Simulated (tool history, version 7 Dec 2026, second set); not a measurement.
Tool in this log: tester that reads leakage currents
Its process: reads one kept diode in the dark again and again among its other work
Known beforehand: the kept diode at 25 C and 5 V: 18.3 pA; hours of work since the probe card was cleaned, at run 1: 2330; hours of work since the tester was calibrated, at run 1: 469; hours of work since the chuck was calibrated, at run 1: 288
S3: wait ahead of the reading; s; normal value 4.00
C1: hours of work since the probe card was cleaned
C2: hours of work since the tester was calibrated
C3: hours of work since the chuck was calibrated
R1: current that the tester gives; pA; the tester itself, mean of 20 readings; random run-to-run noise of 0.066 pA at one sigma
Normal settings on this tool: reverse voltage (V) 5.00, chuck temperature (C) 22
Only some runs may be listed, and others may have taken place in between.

run 1 day=0.000 | reverse_voltage_(V)=5.00 chuck_temperature_(C)=22 S3=4.00 | C1=2330 C2=469 C3=288 | R1=17.28
run 2 day=9.654 | reverse_voltage_(V)=5.00 chuck_temperature_(C)=22 S3=4.00 | C1=2440 C2=579 C3=398 | R1=17.54
run 3 day=14.208 | reverse_voltage_(V)=5.00 chuck_temperature_(C)=22 S3=4.00 | C1=2492 C2=631 C3=450 | R1=17.77
run 4 day=21.421 | reverse_voltage_(V)=8.96 chuck_temperature_(C)=22 S3=4.00 | C1=2574 C2=713 C3=532 | R1=23.39
run 5 day=30.958 | reverse_voltage_(V)=8.96 chuck_temperature_(C)=22 S3=4.00 | C1=2682 C2=822 C3=640 | R1=23.57
-- day=36.333 probe card cleaned and baked
run 6 day=38.358 | reverse_voltage_(V)=8.96 chuck_temperature_(C)=22 S3=4.00 | C1=23 C2=905 C3=723 | R1=26.21
run 7 day=44.471 | reverse_voltage_(V)=8.96 chuck_temperature_(C)=22 S3=4.00 | C1=93 C2=974 C3=793 | R1=26.45
-- day=53.808 probe card cleaned and baked, once more
run 8 day=53.808 | reverse_voltage_(V)=8.96 chuck_temperature_(C)=22 S3=4.00 | C1=0 C2=1079 C3=898 | R1=17.83
run 9 day=61.633 | reverse_voltage_(V)=8.96 chuck_temperature_(C)=22 S3=4.00 | C1=89 C2=1168 C3=987 | R1=18.14
run 10 day=66.388 | reverse_voltage_(V)=5.00 chuck_temperature_(C)=22 S3=4.00 | C1=143 C2=1222 C3=1041 | R1=15.10
run 11 day=70.642 | reverse_voltage_(V)=5.00 chuck_temperature_(C)=22 S3=4.00 | C1=192 C2=1271 C3=1090 | R1=15.21
run 12 day=75.517 | reverse_voltage_(V)=5.00 chuck_temperature_(C)=22 S3=0.36 | C1=247 C2=1327 C3=1145 | R1=15.87
run 13 day=82.679 | reverse_voltage_(V)=5.00 chuck_temperature_(C)=22 S3=0.36 | C1=329 C2=1408 C3=1227 | R1=16.03
run 14 day=91.404 | reverse_voltage_(V)=5.00 chuck_temperature_(C)=22 S3=4.00 | C1=428 C2=1508 C3=1326 | R1=15.41
run 15 day=100.558 | reverse_voltage_(V)=5.00 chuck_temperature_(C)=22 S3=4.00 | C1=533 C2=1612 C3=1431 | R1=15.76
run 16 day=104.492 | reverse_voltage_(V)=5.00 chuck_temperature_(C)=22 S3=0.50 | C1=577 C2=1657 C3=1475 | R1=16.21
run 17 day=112.083 | reverse_voltage_(V)=5.00 chuck_temperature_(C)=22 S3=0.50 | C1=664 C2=1743 C3=1562 | R1=16.35
run 18 day=118.496 | reverse_voltage_(V)=5.00 chuck_temperature_(C)=22 S3=0.50 | C1=737 C2=1816 C3=1635 | R1=16.52
run 19 day=124.058 | reverse_voltage_(V)=5.00 chuck_temperature_(C)=22 S3=0.50 | C1=800 C2=1880 C3=1698 | R1=16.62
run 20 day=133.229 | reverse_voltage_(V)=5.00 chuck_temperature_(C)=22 S3=0.50 | C1=905 C2=1984 C3=1803 | R1=16.87
run 21 day=141.008 | reverse_voltage_(V)=5.00 chuck_temperature_(C)=22 S3=0.50 | C1=994 C2=2073 C3=1892 | R1=17.05
run 22 day=146.917 | reverse_voltage_(V)=1.15 chuck_temperature_(C)=21 S3=4.00 | C1=1061 C2=2140 C3=1959 | R1=9.20
run 23 day=153.879 | reverse_voltage_(V)=4.42 chuck_temperature_(C)=21 S3=4.00 | C1=1140 C2=2219 C3=2038 | R1=14.72
-- day=155.467 tester calibrated
run 24 day=163.458 | reverse_voltage_(V)=5.09 chuck_temperature_(C)=27 S3=4.00 | C1=1248 C2=91 C3=2146 | R1=24.40

Predict the results of run 25:
run 25 day=170.396 | reverse_voltage_(V)=2.80 chuck_temperature_(C)=44 S3=9.98 | C1=1327 C2=170 C3=2226 | R1=?

R1: 70.47 pA
Without the tool's hidden state the same run would have given R1 67.15 pA.

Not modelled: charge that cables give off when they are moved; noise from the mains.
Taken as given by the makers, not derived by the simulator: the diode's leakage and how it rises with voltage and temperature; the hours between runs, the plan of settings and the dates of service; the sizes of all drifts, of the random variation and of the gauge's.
